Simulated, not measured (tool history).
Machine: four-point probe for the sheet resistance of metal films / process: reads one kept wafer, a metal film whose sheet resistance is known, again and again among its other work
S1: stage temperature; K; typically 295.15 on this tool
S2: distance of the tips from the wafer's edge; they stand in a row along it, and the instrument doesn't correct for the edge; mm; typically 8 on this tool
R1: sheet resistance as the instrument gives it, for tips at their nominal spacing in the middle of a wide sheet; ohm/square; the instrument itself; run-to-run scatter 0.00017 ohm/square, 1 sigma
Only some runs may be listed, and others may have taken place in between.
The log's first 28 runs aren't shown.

run 29 hour=1287.0 | S1=304.15 S2=13 | R1=0.842527
run 30 hour=1326.6 | S1=307.15 S2=5 | R1=0.855880
run 31 hour=1354.9 | S1=297.15 S2=3 | R1=0.890189
run 32 hour=1395.2 | S1=297.15 S2=56 | R1=0.842829
run 33 hour=1427.6 | S1=298.15 S2=11 | R1=0.845645
run 34 hour=1453.7 | S1=297.15 S2=28 | R1=0.843407
run 35 hour=1489.4 | S1=305.15 S2=18 | R1=0.840057
run 36 hour=1543.1 | S1=305.15 S2=18 | R1=0.840128
run 37 hour=1572.1 | S1=298.15 S2=7 | R1=0.851202
run 38 hour=1606.3 | S1=294.15 S2=22 | R1=0.844831
run 39 hour=1643.1 | S1=307.15 S2=13 | R1=0.840455

Here are 3 independent what-if runs from the current tool condition. What would each one return?
run A hour=1704.0 | S1=307.15 S2=8 | R1=?
run B hour=1704.0 | S1=302.15 S2=8 | R1=?
run C hour=1704.0 | S1=306.15 S2=30 | R1=?

run=A R1=0.844393
run=B R1=0.847039
run=C R1=0.838476
What these runs would have given with no unlogged condition in the tool:
run=A R1=0.845947
run=B R1=0.848598
run=C R1=0.840021
